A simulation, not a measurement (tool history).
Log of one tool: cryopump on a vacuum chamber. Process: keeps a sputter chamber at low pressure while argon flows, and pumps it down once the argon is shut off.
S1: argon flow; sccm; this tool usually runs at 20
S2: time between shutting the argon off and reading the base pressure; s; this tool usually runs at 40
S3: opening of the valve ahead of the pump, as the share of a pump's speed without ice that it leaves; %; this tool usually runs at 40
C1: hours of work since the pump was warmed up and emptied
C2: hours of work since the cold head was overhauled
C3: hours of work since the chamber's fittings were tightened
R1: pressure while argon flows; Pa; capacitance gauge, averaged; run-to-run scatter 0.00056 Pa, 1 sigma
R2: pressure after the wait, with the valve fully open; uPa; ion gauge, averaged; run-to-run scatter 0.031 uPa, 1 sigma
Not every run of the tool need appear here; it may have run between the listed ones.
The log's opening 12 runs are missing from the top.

{"run": 13, "hour": 846.6, "S1": 20, "S2": 253, "S3": 40, "C1": 375, "C2": 2105, "C3": 222, "R1": 0.0707, "R2": 0.6}
{"hour": 895.6, "done": "pump warmed up, emptied and cooled again"}
{"run": 14, "hour": 896.4, "S1": 20, "S2": 253, "S3": 40, "C1": 1, "C2": 2138, "C3": 254, "R1": 0.0658, "R2": 0.55}
{"run": 15, "hour": 946.4, "S1": 20, "S2": 253, "S3": 40, "C1": 37, "C2": 2174, "C3": 290, "R1": 0.0657, "R2": 0.57}
{"run": 16, "hour": 1013.9, "S1": 20, "S2": 85, "S3": 40, "C1": 85, "C2": 2222, "C3": 339, "R1": 0.067, "R2": 1.01}
{"run": 17, "hour": 1062.4, "S1": 20, "S2": 85, "S3": 40, "C1": 121, "C2": 2258, "C3": 374, "R1": 0.0676, "R2": 1.04}
{"run": 18, "hour": 1102.8, "S1": 9, "S2": 85, "S3": 46, "C1": 150, "C2": 2287, "C3": 403, "R1": 0.0264, "R2": 1.04}
{"run": 19, "hour": 1141.2, "S1": 20, "S2": 40, "S3": 17, "C1": 177, "C2": 2314, "C3": 431, "R1": 0.1561, "R2": 1.77}
{"run": 20, "hour": 1227.1, "S1": 20, "S2": 40, "S3": 17, "C1": 240, "C2": 2377, "C3": 493, "R1": 0.1569, "R2": 1.77}
{"run": 21, "hour": 1297.0, "S1": 20, "S2": 40, "S3": 17, "C1": 290, "C2": 2427, "C3": 544, "R1": 0.1568, "R2": 1.84}
{"run": 22, "hour": 1337.7, "S1": 11, "S2": 40, "S3": 40, "C1": 319, "C2": 2456, "C3": 573, "R1": 0.0385, "R2": 1.86}
{"run": 23, "hour": 1374.8, "S1": 19, "S2": 40, "S3": 53, "C1": 346, "C2": 2483, "C3": 600, "R1": 0.0519, "R2": 1.89}
{"run": 24, "hour": 1449.6, "S1": 19, "S2": 40, "S3": 53, "C1": 400, "C2": 2537, "C3": 654, "R1": 0.0517, "R2": 1.91}
{"hour": 1462.5, "done": "pump warmed up, emptied and cooled again"}
{"run": 25, "hour": 1537.9, "S1": 19, "S2": 105, "S3": 57, "C1": 54, "C2": 2598, "C3": 714, "R1": 0.0457, "R2": 1.06}
{"run": 26, "hour": 1627.1, "S1": 19, "S2": 105, "S3": 57, "C1": 119, "C2": 2662, "C3": 779, "R1": 0.0451, "R2": 1.07}
{"run": 27, "hour": 1693.9, "S1": 36, "S2": 24, "S3": 25, "C1": 167, "C2": 2710, "C3": 827, "R1": 0.1928, "R2": 2.79}
{"run": 28, "hour": 1743.6, "S1": 36, "S2": 24, "S3": 25, "C1": 203, "C2": 2746, "C3": 863, "R1": 0.1938, "R2": 2.82}
{"run": 29, "hour": 1792.4, "S1": 20, "S2": 246, "S3": 40, "C1": 238, "C2": 2781, "C3": 898, "R1": 0.0683, "R2": 0.88}
{"run": 30, "hour": 1858.4, "S1": 20, "S2": 246, "S3": 40, "C1": 286, "C2": 2829, "C3": 946, "R1": 0.0693, "R2": 0.91}
{"run": 31, "hour": 1943.3, "S1": 20, "S2": 246, "S3": 40, "C1": 347, "C2": 2890, "C3": 1007, "R1": 0.0704, "R2": 0.92}
{"run": 32, "hour": 2009.1, "S1": 20, "S2": 246, "S3": 26, "C1": 395, "C2": 2938, "C3": 1055, "R1": 0.1047, "R2": 0.97}
{"hour": 2026.2, "done": "pump warmed up, emptied and cooled again"}
{"run": 33, "hour": 2055.0, "S1": 20, "S2": 246, "S3": 26, "C1": 21, "C2": 2968, "C3": 1084, "R1": 0.1014, "R2": 0.85}
{"run": 34, "hour": 2143.4, "S1": 20, "S2": 246, "S3": 26, "C1": 85, "C2": 3031, "C3": 1148, "R1": 0.1016, "R2": 0.89}

Below are 4 alternative next runs, each starting from the tool's condition after run 34. Predict each:
{"run": "A", "hour": 2218.8, "S1": 20, "S2": 40, "S3": 54, "C1": 139, "C2": 3086, "C3": 1203, "R1": "?", "R2": "?"}
{"run": "B", "hour": 2218.8, "S1": 28, "S2": 40, "S3": 40, "C1": 139, "C2": 3086, "C3": 1203, "R1": "?", "R2": "?"}
{"run": "C", "hour": 2218.8, "S1": 20, "S2": 40, "S3": 24, "C1": 139, "C2": 3086, "C3": 1203, "R1": "?", "R2": "?"}
{"run": "D", "hour": 2218.8, "S1": 25, "S2": 65, "S3": 15, "C1": 139, "C2": 3086, "C3": 1203, "R1": "?", "R2": "?"}

run=A R1=0.0507 R2=1.97
run=B R1=0.0945 R2=2.04
run=C R1=0.1106 R2=1.99
run=D R1=0.2186 R2=1.49
Without the tool's unlogged condition, the same runs would have read:
run=A R1=0.0479 R2=1.47
run=B R1=0.0907 R2=1.54
run=C R1=0.1078 R2=1.50
run=D R1=0.2152 R2=1.00
